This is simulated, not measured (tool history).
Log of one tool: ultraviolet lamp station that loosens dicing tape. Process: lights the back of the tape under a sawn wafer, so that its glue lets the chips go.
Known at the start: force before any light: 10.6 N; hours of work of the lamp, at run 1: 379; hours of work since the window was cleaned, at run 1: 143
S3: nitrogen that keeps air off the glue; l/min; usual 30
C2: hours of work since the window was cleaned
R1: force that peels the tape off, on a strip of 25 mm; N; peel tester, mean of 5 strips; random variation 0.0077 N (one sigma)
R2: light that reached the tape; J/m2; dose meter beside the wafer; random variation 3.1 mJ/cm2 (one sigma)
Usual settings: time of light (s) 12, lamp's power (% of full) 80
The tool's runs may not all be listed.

run 1 day=0.000 | time_of_light_(s)=12 lamp's_power_(%_of_full)=80 S3=30 | hours_of_work_of_the_lamp=379 C2=143 | R1=0.388 R2=4060
run 2 day=0.667 | time_of_light_(s)=12 lamp's_power_(%_of_full)=80 S3=30 | hours_of_work_of_the_lamp=387 C2=152 | R1=0.392 R2=4030
run 3 day=1.875 | time_of_light_(s)=12 lamp's_power_(%_of_full)=80 S3=30 | hours_of_work_of_the_lamp=402 C2=167 | R1=0.421 R2=4050
run 4 day=2.996 | time_of_light_(s)=12 lamp's_power_(%_of_full)=80 S3=48 | hours_of_work_of_the_lamp=416 C2=181 | R1=0.309 R2=3940
run 5 day=3.883 | time_of_light_(s)=12 lamp's_power_(%_of_full)=80 S3=48 | hours_of_work_of_the_lamp=427 C2=192 | R1=0.309 R2=3900
run 6 day=4.683 | time_of_light_(s)=12 lamp's_power_(%_of_full)=69 S3=48 | hours_of_work_of_the_lamp=437 C2=202 | R1=0.423 R2=3350
run 7 day=5.321 | time_of_light_(s)=12 lamp's_power_(%_of_full)=69 S3=48 | hours_of_work_of_the_lamp=445 C2=210 | R1=0.400 R2=3390
-- day=6.321 window cleaned of glue's vapour
run 8 day=6.512 | time_of_light_(s)=12 lamp's_power_(%_of_full)=69 S3=48 | hours_of_work_of_the_lamp=460 C2=2 | R1=0.326 R2=3780
run 9 day=7.358 | time_of_light_(s)=12 lamp's_power_(%_of_full)=80 S3=10 | hours_of_work_of_the_lamp=470 C2=13 | R1=0.877 R2=4330
run 10 day=8.346 | time_of_light_(s)=12 lamp's_power_(%_of_full)=76 S3=30 | hours_of_work_of_the_lamp=483 C2=25 | R1=0.389 R2=4120
run 11 day=9.125 | time_of_light_(s)=12 lamp's_power_(%_of_full)=76 S3=30 | hours_of_work_of_the_lamp=492 C2=35 | R1=0.411 R2=4070
run 12 day=9.950 | time_of_light_(s)=12 lamp's_power_(%_of_full)=76 S3=30 | hours_of_work_of_the_lamp=503 C2=45 | R1=0.405 R2=4080
run 13 day=10.875 | time_of_light_(s)=12 lamp's_power_(%_of_full)=80 S3=30 | hours_of_work_of_the_lamp=514 C2=57 | R1=0.368 R2=4230
run 14 day=11.417 | time_of_light_(s)=12 lamp's_power_(%_of_full)=80 S3=30 | hours_of_work_of_the_lamp=521 C2=64 | R1=0.363 R2=4210
run 15 day=12.221 | time_of_light_(s)=12 lamp's_power_(%_of_full)=80 S3=30 | hours_of_work_of_the_lamp=531 C2=74 | R1=0.380 R2=4150
run 16 day=13.175 | time_of_light_(s)=12 lamp's_power_(%_of_full)=93 S3=30 | hours_of_work_of_the_lamp=543 C2=86 | R1=0.290 R2=4850
run 17 day=14.100 | time_of_light_(s)=12 lamp's_power_(%_of_full)=93 S3=30 | hours_of_work_of_the_lamp=555 C2=97 | R1=0.302 R2=4780
run 18 day=14.733 | time_of_light_(s)=12 lamp's_power_(%_of_full)=93 S3=30 | hours_of_work_of_the_lamp=563 C2=105 | R1=0.301 R2=4750
run 19 day=15.242 | time_of_light_(s)=12 lamp's_power_(%_of_full)=93 S3=30 | hours_of_work_of_the_lamp=569 C2=111 | R1=0.310 R2=4690
run 20 day=16.021 | time_of_light_(s)=12 lamp's_power_(%_of_full)=93 S3=30 | hours_of_work_of_the_lamp=579 C2=121 | R1=0.312 R2=4750
run 21 day=16.975 | time_of_light_(s)=12 lamp's_power_(%_of_full)=93 S3=30 | hours_of_work_of_the_lamp=591 C2=133 | R1=0.305 R2=4630
run 22 day=18.088 | time_of_light_(s)=12 lamp's_power_(%_of_full)=93 S3=23 | hours_of_work_of_the_lamp=604 C2=147 | R1=0.392 R2=4590
run 23 day=18.925 | time_of_light_(s)=12 lamp's_power_(%_of_full)=93 S3=23 | hours_of_work_of_the_lamp=615 C2=157 | R1=0.398 R2=4540
run 24 day=19.575 | time_of_light_(s)=8 lamp's_power_(%_of_full)=67 S3=30 | hours_of_work_of_the_lamp=623 C2=166 | R1=1.428 R2=2190
run 25 day=20.750 | time_of_light_(s)=19 lamp's_power_(%_of_full)=88 S3=31 | hours_of_work_of_the_lamp=638 C2=180 | R1=0.225 R2=6650
run 26 day=21.608 | time_of_light_(s)=19 lamp's_power_(%_of_full)=93 S3=31 | hours_of_work_of_the_lamp=648 C2=191 | R1=0.215 R2=6980
run 27 day=22.112 | time_of_light_(s)=7 lamp's_power_(%_of_full)=93 S3=31 | hours_of_work_of_the_lamp=655 C2=197 | R1=1.014 R2=2590
run 28 day=22.842 | time_of_light_(s)=17 lamp's_power_(%_of_full)=81 S3=22 | hours_of_work_of_the_lamp=664 C2=206 | R1=0.293 R2=5360
run 29 day=23.775 | time_of_light_(s)=11 lamp's_power_(%_of_full)=82 S3=30 | hours_of_work_of_the_lamp=675 C2=218 | R1=0.545 R2=3510
-- day=24.171 window cleaned of glue's vapour
run 30 day=24.642 | time_of_light_(s)=15 lamp's_power_(%_of_full)=80 S3=30 | hours_of_work_of_the_lamp=686 C2=6 | R1=0.255 R2=5290
run 31 day=25.350 | time_of_light_(s)=15 lamp's_power_(%_of_full)=80 S3=30 | hours_of_work_of_the_lamp=695 C2=15 | R1=0.270 R2=5180
run 32 day=26.558 | time_of_light_(s)=12 lamp's_power_(%_of_full)=69 S3=13 | hours_of_work_of_the_lamp=710 C2=30 | R1=1.054 R2=3560
run 33 day=27.229 | time_of_light_(s)=12 lamp's_power_(%_of_full)=70 S3=45 | hours_of_work_of_the_lamp=718 C2=38 | R1=0.394 R2=3580
run 34 day=27.838 | time_of_light_(s)=12 lamp's_power_(%_of_full)=70 S3=45 | hours_of_work_of_the_lamp=726 C2=46 | R1=0.395 R2=3580
run 35 day=28.796 | time_of_light_(s)=12 lamp's_power_(%_of_full)=70 S3=45 | hours_of_work_of_the_lamp=738 C2=58 | R1=0.388 R2=3520
run 36 day=29.312 | time_of_light_(s)=7 lamp's_power_(%_of_full)=96 S3=14 | hours_of_work_of_the_lamp=744 C2=64 | R1=1.493 R2=2840
run 37 day=30.354 | time_of_light_(s)=7 lamp's_power_(%_of_full)=96 S3=14 | hours_of_work_of_the_lamp=757 C2=77 | R1=1.578 R2=2770
run 38 day=31.496 | time_of_light_(s)=20 lamp's_power_(%_of_full)=80 S3=30 | hours_of_work_of_the_lamp=772 C2=92 | R1=0.216 R2=6490
run 39 day=32.025 | time_of_light_(s)=21 lamp's_power_(%_of_full)=64 S3=47 | hours_of_work_of_the_lamp=778 C2=98 | R1=0.223 R2=5530
run 40 day=32.596 | time_of_light_(s)=21 lamp's_power_(%_of_full)=64 S3=47 | hours_of_work_of_the_lamp=785 C2=105 | R1=0.223 R2=5470
run 41 day=33.108 | time_of_light_(s)=7 lamp's_power_(%_of_full)=79 S3=9 | hours_of_work_of_the_lamp=792 C2=112 | R1=2.939 R2=2240
run 42 day=34.033 | time_of_light_(s)=21 lamp's_power_(%_of_full)=66 S3=17 | hours_of_work_of_the_lamp=803 C2=123 | R1=0.335 R2=5540
run 43 day=34.838 | time_of_light_(s)=21 lamp's_power_(%_of_full)=66 S3=17 | hours_of_work_of_the_lamp=813 C2=133 | R1=0.351 R2=5600

4 ways to go on from here, each from the tool as it stands after run 43. What would each give?
run A day=36.029 | time_of_light_(s)=17 lamp's_power_(%_of_full)=66 S3=17 | hours_of_work_of_the_lamp=828 C2=148 | R1=? R2=?
run B day=36.029 | time_of_light_(s)=12 lamp's_power_(%_of_full)=80 S3=16 | hours_of_work_of_the_lamp=828 C2=148 | R1=? R2=?
run C day=36.029 | time_of_light_(s)=12 lamp's_power_(%_of_full)=99 S3=30 | hours_of_work_of_the_lamp=828 C2=148 | R1=? R2=?
run D day=36.029 | time_of_light_(s)=6 lamp's_power_(%_of_full)=66 S3=19 | hours_of_work_of_the_lamp=828 C2=148 | R1=? R2=?

run=A R1=0.529 R2=4440
run=B R1=0.799 R2=3740
run=C R1=0.304 R2=4660
run=D R1=2.952 R2=1560
Without the tool's hidden state the same runs would have given:
run=A R1=0.331 R2=5660
run=B R1=0.479 R2=4770
run=C R1=0.230 R2=5940
run=D R1=2.133 R2=1990

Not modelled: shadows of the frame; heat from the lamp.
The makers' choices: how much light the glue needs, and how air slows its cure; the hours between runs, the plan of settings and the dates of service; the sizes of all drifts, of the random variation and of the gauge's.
